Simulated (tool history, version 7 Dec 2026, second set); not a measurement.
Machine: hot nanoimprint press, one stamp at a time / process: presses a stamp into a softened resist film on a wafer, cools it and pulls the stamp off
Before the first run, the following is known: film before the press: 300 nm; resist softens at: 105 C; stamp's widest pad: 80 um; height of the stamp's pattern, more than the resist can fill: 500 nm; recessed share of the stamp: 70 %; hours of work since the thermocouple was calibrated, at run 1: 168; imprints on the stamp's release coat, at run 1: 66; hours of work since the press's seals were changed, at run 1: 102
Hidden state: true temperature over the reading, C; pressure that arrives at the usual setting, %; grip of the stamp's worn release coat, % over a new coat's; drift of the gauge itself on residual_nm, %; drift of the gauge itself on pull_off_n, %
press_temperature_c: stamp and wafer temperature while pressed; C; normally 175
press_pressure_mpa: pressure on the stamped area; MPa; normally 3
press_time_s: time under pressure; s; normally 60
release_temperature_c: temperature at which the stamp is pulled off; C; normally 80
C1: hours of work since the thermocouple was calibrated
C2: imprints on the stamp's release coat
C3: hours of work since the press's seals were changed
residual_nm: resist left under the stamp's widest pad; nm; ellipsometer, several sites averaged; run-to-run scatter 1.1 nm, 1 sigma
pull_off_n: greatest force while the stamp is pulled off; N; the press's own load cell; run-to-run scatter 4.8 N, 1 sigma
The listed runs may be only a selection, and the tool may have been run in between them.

{"run": 1, "hour": 0.0, "press_temperature_c": 175, "press_pressure_mpa": 3, "press_time_s": 60, "release_temperature_c": 80, "C1": 168, "C2": 66, "C3": 102, "residual_nm": 172.3, "pull_off_n": 257}
{"run": 2, "hour": 9.0, "press_temperature_c": 175, "press_pressure_mpa": 3, "press_time_s": 60, "release_temperature_c": 80, "C1": 173, "C2": 95, "C3": 106, "residual_nm": 175.2, "pull_off_n": 247}
{"run": 3, "hour": 20.9, "press_temperature_c": 175, "press_pressure_mpa": 3, "press_time_s": 60, "release_temperature_c": 80, "C1": 178, "C2": 133, "C3": 111, "residual_nm": 175.5, "pull_off_n": 263}
{"run": 4, "hour": 32.8, "press_temperature_c": 175, "press_pressure_mpa": 3, "press_time_s": 60, "release_temperature_c": 80, "C1": 183, "C2": 172, "C3": 116, "residual_nm": 175.6, "pull_off_n": 268}
{"run": 5, "hour": 40.6, "press_temperature_c": 175, "press_pressure_mpa": 3, "press_time_s": 60, "release_temperature_c": 80, "C1": 187, "C2": 197, "C3": 120, "residual_nm": 173.8, "pull_off_n": 255}
{"run": 6, "hour": 51.6, "press_temperature_c": 175, "press_pressure_mpa": 3, "press_time_s": 60, "release_temperature_c": 80, "C1": 192, "C2": 233, "C3": 125, "residual_nm": 174.9, "pull_off_n": 259}
{"run": 7, "hour": 59.5, "press_temperature_c": 175, "press_pressure_mpa": 3, "press_time_s": 60, "release_temperature_c": 80, "C1": 195, "C2": 258, "C3": 128, "residual_nm": 176.7, "pull_off_n": 267}
{"run": 8, "hour": 73.5, "press_temperature_c": 175, "press_pressure_mpa": 3, "press_time_s": 60, "release_temperature_c": 80, "C1": 202, "C2": 303, "C3": 135, "residual_nm": 175.5, "pull_off_n": 268}
{"run": 9, "hour": 87.3, "press_temperature_c": 175, "press_pressure_mpa": 3, "press_time_s": 60, "release_temperature_c": 80, "C1": 208, "C2": 348, "C3": 141, "residual_nm": 174.8, "pull_off_n": 276}
{"run": 10, "hour": 99.8, "press_temperature_c": 175, "press_pressure_mpa": 3, "press_time_s": 60, "release_temperature_c": 80, "C1": 214, "C2": 389, "C3": 147, "residual_nm": 175.4, "pull_off_n": 279}
{"run": 11, "hour": 112.3, "press_temperature_c": 175, "press_pressure_mpa": 3, "press_time_s": 60, "release_temperature_c": 80, "C1": 219, "C2": 429, "C3": 152, "residual_nm": 175.5, "pull_off_n": 278}
{"run": 12, "hour": 123.9, "press_temperature_c": 175, "press_pressure_mpa": 3, "press_time_s": 60, "release_temperature_c": 80, "C1": 224, "C2": 467, "C3": 157, "residual_nm": 175.5, "pull_off_n": 274}
{"run": 13, "hour": 136.6, "press_temperature_c": 175, "press_pressure_mpa": 3, "press_time_s": 60, "release_temperature_c": 80, "C1": 230, "C2": 508, "C3": 163, "residual_nm": 175, "pull_off_n": 292}
{"hour": 147.9, "done": "stamp cleaned and given a new release coat"}
{"run": 14, "hour": 156.9, "press_temperature_c": 175, "press_pressure_mpa": 3, "press_time_s": 60, "release_temperature_c": 80, "C1": 237, "C2": 29, "C3": 170, "residual_nm": 177.9, "pull_off_n": 251}
{"run": 15, "hour": 163.6, "press_temperature_c": 175, "press_pressure_mpa": 3, "press_time_s": 60, "release_temperature_c": 80, "C1": 240, "C2": 51, "C3": 173, "residual_nm": 174.3, "pull_off_n": 245}
{"run": 16, "hour": 170.0, "press_temperature_c": 167, "press_pressure_mpa": 3.2, "press_time_s": 78, "release_temperature_c": 85, "C1": 242, "C2": 71, "C3": 176, "residual_nm": 224.2, "pull_off_n": 213}
{"run": 17, "hour": 176.6, "press_temperature_c": 167, "press_pressure_mpa": 3.2, "press_time_s": 78, "release_temperature_c": 85, "C1": 245, "C2": 93, "C3": 179, "residual_nm": 224.4, "pull_off_n": 211}
{"run": 18, "hour": 184.1, "press_temperature_c": 167, "press_pressure_mpa": 3.2, "press_time_s": 78, "release_temperature_c": 85, "C1": 249, "C2": 117, "C3": 182, "residual_nm": 223.8, "pull_off_n": 217}
{"run": 19, "hour": 193.4, "press_temperature_c": 167, "press_pressure_mpa": 2.08, "press_time_s": 78, "release_temperature_c": 81, "C1": 253, "C2": 147, "C3": 186, "residual_nm": 243.4, "pull_off_n": 256}
{"run": 20, "hour": 201.3, "press_temperature_c": 171, "press_pressure_mpa": 3, "press_time_s": 60, "release_temperature_c": 80, "C1": 257, "C2": 173, "C3": 190, "residual_nm": 209.9, "pull_off_n": 258}
{"run": 21, "hour": 213.5, "press_temperature_c": 171, "press_pressure_mpa": 3, "press_time_s": 60, "release_temperature_c": 80, "C1": 262, "C2": 212, "C3": 195, "residual_nm": 211.3, "pull_off_n": 267}
{"run": 22, "hour": 229.0, "press_temperature_c": 171, "press_pressure_mpa": 3, "press_time_s": 60, "release_temperature_c": 80, "C1": 269, "C2": 262, "C3": 202, "residual_nm": 209, "pull_off_n": 262}
{"run": 23, "hour": 235.3, "press_temperature_c": 171, "press_pressure_mpa": 4.13, "press_time_s": 60, "release_temperature_c": 80, "C1": 272, "C2": 283, "C3": 205, "residual_nm": 192.4, "pull_off_n": 276}
{"run": 24, "hour": 248.0, "press_temperature_c": 171, "press_pressure_mpa": 3.21, "press_time_s": 60, "release_temperature_c": 80, "C1": 278, "C2": 324, "C3": 211, "residual_nm": 206.5, "pull_off_n": 268}
{"run": 25, "hour": 260.9, "press_temperature_c": 171, "press_pressure_mpa": 3.21, "press_time_s": 60, "release_temperature_c": 80, "C1": 284, "C2": 365, "C3": 217, "residual_nm": 207.8, "pull_off_n": 276}
{"run": 26, "hour": 268.9, "press_temperature_c": 174, "press_pressure_mpa": 3.01, "press_time_s": 60, "release_temperature_c": 80, "C1": 287, "C2": 391, "C3": 220, "residual_nm": 185, "pull_off_n": 293}
{"run": 27, "hour": 277.9, "press_temperature_c": 174, "press_pressure_mpa": 3.01, "press_time_s": 60, "release_temperature_c": 80, "C1": 291, "C2": 420, "C3": 224, "residual_nm": 188, "pull_off_n": 277}
{"run": 28, "hour": 290.5, "press_temperature_c": 174, "press_pressure_mpa": 3.01, "press_time_s": 60, "release_temperature_c": 80, "C1": 297, "C2": 461, "C3": 230, "residual_nm": 184.4, "pull_off_n": 302}
{"run": 29, "hour": 302.8, "press_temperature_c": 172, "press_pressure_mpa": 3.96, "press_time_s": 47, "release_temperature_c": 80, "C1": 302, "C2": 501, "C3": 236, "residual_nm": 203.3, "pull_off_n": 292}
{"hour": 315.8, "done": "stamp cleaned and given a new release coat"}
{"run": 30, "hour": 317.3, "press_temperature_c": 175, "press_pressure_mpa": 3, "press_time_s": 60, "release_temperature_c": 79, "C1": 306, "C2": 5, "C3": 239, "residual_nm": 179.3, "pull_off_n": 256}

Below are 4 alternative next runs, each starting from the tool's condition after run 30. Predict each:
{"run": "A", "hour": 327.4, "press_temperature_c": 164, "press_pressure_mpa": 2.46, "press_time_s": 60, "release_temperature_c": 80, "C1": 311, "C2": 37, "C3": 244, "residual_nm": "?", "pull_off_n": "?"}
{"run": "B", "hour": 327.4, "press_temperature_c": 175, "press_pressure_mpa": 4.76, "press_time_s": 60, "release_temperature_c": 80, "C1": 311, "C2": 37, "C3": 244, "residual_nm": "?", "pull_off_n": "?"}
{"run": "C", "hour": 327.4, "press_temperature_c": 187, "press_pressure_mpa": 3, "press_time_s": 34, "release_temperature_c": 76, "C1": 311, "C2": 37, "C3": 244, "residual_nm": "?", "pull_off_n": "?"}
{"run": "D", "hour": 327.4, "press_temperature_c": 175, "press_pressure_mpa": 3, "press_time_s": 60, "release_temperature_c": 80, "C1": 311, "C2": 37, "C3": 244, "residual_nm": "?", "pull_off_n": "?"}

run=A residual_nm=266.6 pull_off_n=248
run=B residual_nm=156 pull_off_n=259
run=C residual_nm=127.6 pull_off_n=274
run=D residual_nm=180.3 pull_off_n=248
Stripped of hidden state, with their random variation kept, the same runs would have yielded:
run=A residual_nm=259.2 pull_off_n=235
run=B residual_nm=143.7 pull_off_n=247
run=C residual_nm=118.8 pull_off_n=262
run=D residual_nm=168.5 pull_off_n=236
